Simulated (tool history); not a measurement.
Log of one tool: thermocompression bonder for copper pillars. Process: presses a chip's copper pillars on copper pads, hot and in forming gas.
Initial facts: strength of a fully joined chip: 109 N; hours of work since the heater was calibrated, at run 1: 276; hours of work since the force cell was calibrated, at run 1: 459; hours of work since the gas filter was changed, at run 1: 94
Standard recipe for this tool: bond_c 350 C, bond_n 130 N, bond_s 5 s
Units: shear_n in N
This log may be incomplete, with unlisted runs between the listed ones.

run,hour,bond_c,bond_n,bond_s,hours of work since the heater was calibrated,hours of work since the force cell was calibrated,hours of work since the gas filter was changed,shear_n
1,0.0,350,130,5,276,459,94,40.9
# hour 20.1: forming gas filter changed
2,20.8,350,130,5,290,474,1,44.4
3,37.3,350,130,5,302,486,13,44.4
4,58.8,350,161,5,318,501,28,51.6
5,79.5,350,161,5,333,516,43,51.3
6,96.8,350,161,5,346,529,56,51.7
7,116.2,350,161,5,360,543,70,49.7
8,132.5,350,161,5,372,555,82,48.4
9,153.7,350,101,5,387,570,97,32.2
# hour 169.1: forming gas filter changed
10,174.3,350,101,5,402,585,4,35.1
11,187.8,350,101,5,412,595,14,36.3
# hour 191.2: heater calibrated with a thermocouple chip
12,210.0,350,101,5,14,610,28,34.2
13,230.5,350,101,5,29,625,43,32.1
14,248.0,350,101,5,41,637,56,32.6
# hour 253.8: heater calibrated with a thermocouple chip, once more
15,263.8,350,101,5,7,648,66,33.2
16,278.8,350,130,3,18,658,77,34.7
17,299.6,350,130,5,33,674,92,40.7
18,317.1,366,126,4,46,686,105,40.3
# hour 322.2: forming gas filter changed
19,335.9,366,126,4,60,700,10,44.7
20,347.3,350,106,3,68,708,18,29.6
21,362.9,375,92,4,79,720,30,35.1
22,372.9,343,164,11,87,727,37,65.7
23,388.4,343,164,11,98,738,48,62.6
24,403.0,350,164,4,108,749,59,46.7
25,419.3,378,130,4,120,761,71,47.4
26,435.3,358,79,5,132,772,83,27.6
27,453.8,324,104,5,146,786,96,26.3
# hour 471.1: forming gas filter changed
28,475.9,350,146,5,161,802,3,47.8
29,490.8,350,155,3,172,812,14,41.4
30,504.9,371,130,3,182,823,25,43.0
31,524.4,371,130,3,197,837,39,40.9
32,538.8,356,130,6,207,847,49,47.1
33,558.4,321,141,8,222,862,64,41.5

For some of the steps in shear_n from one run to the next: how much would appear even if the tool had no hidden state, given the settings, what came in and random variation, and how much remains for the hidden state plus any gauge scatter that the measured result and the result without hidden state don't share?
Hidden conditions of the tool in this case: true temperature of the bond over the reading, C; force that reaches the chip, % of what is set; oxide that the forming gas leaves, % of the face; drift of the gauge itself on shear_n, %.
Run 1 -> 2: forming gas filter changed. shear_n +3.5 N: hidden state +4.2, all else -0.7.
Run 9 -> 10: forming gas filter changed. shear_n +2.9 N: hidden state +3.6, all else -0.7.
Run 18 -> 19: forming gas filter changed. shear_n +4.4 N: hidden state +4.6, all else -0.2.
Run 21 -> 22: bond_c 375 -> 343, bond_n 92 -> 164, bond_s 4 -> 11. shear_n +30.6 N: hidden state -2.3, all else +32.9.
Run 25 -> 26: bond_c 378 -> 358, bond_n 130 -> 79, bond_s 4 -> 5. shear_n -19.8 N: hidden state +1.6, all else -21.4.
Run 27 -> 28: bond_c 324 -> 350, bond_n 104 -> 146, forming gas filter changed. shear_n +21.5 N: hidden state +2.2, all else +19.3.

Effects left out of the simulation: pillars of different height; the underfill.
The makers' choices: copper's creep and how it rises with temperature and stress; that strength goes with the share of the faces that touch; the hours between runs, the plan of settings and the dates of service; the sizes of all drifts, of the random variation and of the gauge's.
